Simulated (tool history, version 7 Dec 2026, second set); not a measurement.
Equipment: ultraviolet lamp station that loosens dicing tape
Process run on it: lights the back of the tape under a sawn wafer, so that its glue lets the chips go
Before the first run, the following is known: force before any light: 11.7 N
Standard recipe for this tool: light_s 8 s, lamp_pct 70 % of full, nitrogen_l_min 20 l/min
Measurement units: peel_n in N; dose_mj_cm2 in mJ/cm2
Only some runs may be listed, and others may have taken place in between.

| run | hour | light_s | lamp_pct | nitrogen_l_min | peel_n | dose_mj_cm2 |
|---|---|---|---|---|---|---|
| 1 | 0.0 | 8 | 70 | 20 | 0.355 | 463 |
| 2 | 92.6 | 8 | 70 | 20 | 0.399 | 447 |
| 3 | 143.1 | 8 | 70 | 20 | 0.416 | 435 |
| 4 | 187.2 | 8 | 70 | 20 | 0.428 | 434 |
| 5 | 251.3 | 8 | 70 | 20 | 0.480 | 423 |
| 6 | 344.2 | 8 | 70 | 20 | 0.528 | 405 |
| 7 | 434.3 | 8 | 62 | 20 | 0.775 | 350 |
| 8 | 514.0 | 8 | 62 | 20 | 0.866 | 332 |
| 9 | 573.4 | 8 | 62 | 20 | 0.918 | 326 |
| 10 | 667.1 | 8 | 62 | 20 | 0.910 | 327 |
| 11 | 729.6 | 8 | 62 | 20 | 0.932 | 319 |
| 12 | 777.4 | 8 | 62 | 20 | 0.994 | 313 |
| 13 | 840.3 | 8 | 62 | 20 | 1.089 | 307 |
| 14 | 930.5 | 8 | 62 | 20 | 1.155 | 292 |
| 15 | 1007.0 | 8 | 62 | 20 | 1.233 | 279 |
| 16 | 1074.6 | 8 | 62 | 11 | 1.804 | 272 |
| 17 | 1166.3 | 8 | 62 | 11 | 1.968 | 258 |
| 18 | 1223.7 | 9 | 70 | 20 | 0.801 | 336 |
| 19 | 1270.4 | 8 | 70 | 20 | 1.189 | 289 |
| 20 | 1323.4 | 8 | 70 | 25 | 0.246 | 501 |
| 21 | 1415.7 | 8 | 70 | 20 | 0.320 | 487 |
| 22 | 1463.8 | 8 | 70 | 20 | 0.331 | 471 |
| 23 | 1527.8 | 6 | 93 | 17 | 0.390 | 462 |
| 24 | 1587.8 | 5 | 89 | 23 | 0.684 | 360 |
| 25 | 1627.7 | 12 | 64 | 20 | 0.165 | 614 |
| 26 | 1717.3 | 4 | 97 | 11 | 1.509 | 297 |
| 27 | 1774.8 | 8 | 97 | 18 | 0.196 | 587 |
| 28 | 1858.0 | 8 | 97 | 18 | 0.197 | 597 |
| 29 | 1954.1 | 8 | 97 | 18 | 0.209 | 580 |
| 30 | 2017.5 | 5 | 70 | 15 | 1.809 | 254 |
| 31 | 2114.5 | 5 | 77 | 8 | 2.177 | 269 |
| 32 | 2165.9 | 15 | 61 | 8 | 0.290 | 628 |
| 33 | 2214.4 | 7 | 87 | 30 | 0.413 | 408 |
| 34 | 2280.5 | 7 | 70 | 20 | 0.964 | 311 |
| 35 | 2343.9 | 8 | 94 | 18 | 0.363 | 470 |
| 36 | 2409.0 | 8 | 94 | 18 | 0.393 | 464 |
| 37 | 2448.0 | 8 | 69 | 18 | 0.916 | 329 |
| 38 | 2525.9 | 4 | 73 | 18 | 2.848 | 175 |
| 39 | 2583.3 | 5 | 70 | 10 | 2.931 | 206 |
| 40 | 2642.4 | 9 | 62 | 7 | 1.746 | 317 |
| 41 | 2714.8 | 7 | 73 | 13 | 1.602 | 285 |
| 42 | 2774.5 | 8 | 68 | 20 | 1.165 | 291 |
| 43 | 2850.5 | 9 | 71 | 34 | 0.672 | 330 |

Not shown: 5 entries that the log had between the listed runs. Between which runs, and how does the tool's hidden state differ before and after?
In the gap between runs 9 and 10: window cleaned of glue's vapour (hour 582.4)
  lamp's light, % of a new lamp's: 76.5 -> 74; light that the window lets through, % of a clean one's: 95 -> 99
  what was measured, less what the result would be without the hidden state, peel_n: +0.519 -> +0.511 N; dose_mj_cm2: -122 -> -119 mJ/cm2
In the gap between runs 17 and 18: window cleaned of glue's vapour (hour 1218.9)
  lamp's light, % of a new lamp's: 60.7 -> 59.2; light that the window lets through, % of a clean one's: 95.1 -> 99.7
  what was measured, less what the result would be without the hidden state, peel_n: +1.380 -> +0.612 N; dose_mj_cm2: -190 -> -233 mJ/cm2
In the gap between runs 19 and 20: lamp changed (hour 1294.2)
  lamp's light, % of a new lamp's: 58 -> 98.9; light that the window lets through, % of a clean one's: 99.3 -> 98.9
  what was measured, less what the result would be without the hidden state, peel_n: +0.919 -> +0.015 N; dose_mj_cm2: -214 -> -11 mJ/cm2
In the gap between runs 27 and 28: window cleaned of glue's vapour (hour 1857.8)
  lamp's light, % of a new lamp's: 87.5 -> 85.5; light that the window lets through, % of a clean one's: 95.4 -> 99.5
  what was measured, less what the result would be without the hidden state, peel_n: +0.069 -> +0.060 N; dose_mj_cm2: -116 -> -105 mJ/cm2
In the gap between runs 37 and 38: window cleaned of glue's vapour (hour 2493.9)
  lamp's light, % of a new lamp's: 70 -> 68; light that the window lets through, % of a clean one's: 95.1 -> 99.4
  what was measured, less what the result would be without the hidden state, peel_n: +0.612 -> +1.367 N; dose_mj_cm2: -166 -> -86 mJ/cm2

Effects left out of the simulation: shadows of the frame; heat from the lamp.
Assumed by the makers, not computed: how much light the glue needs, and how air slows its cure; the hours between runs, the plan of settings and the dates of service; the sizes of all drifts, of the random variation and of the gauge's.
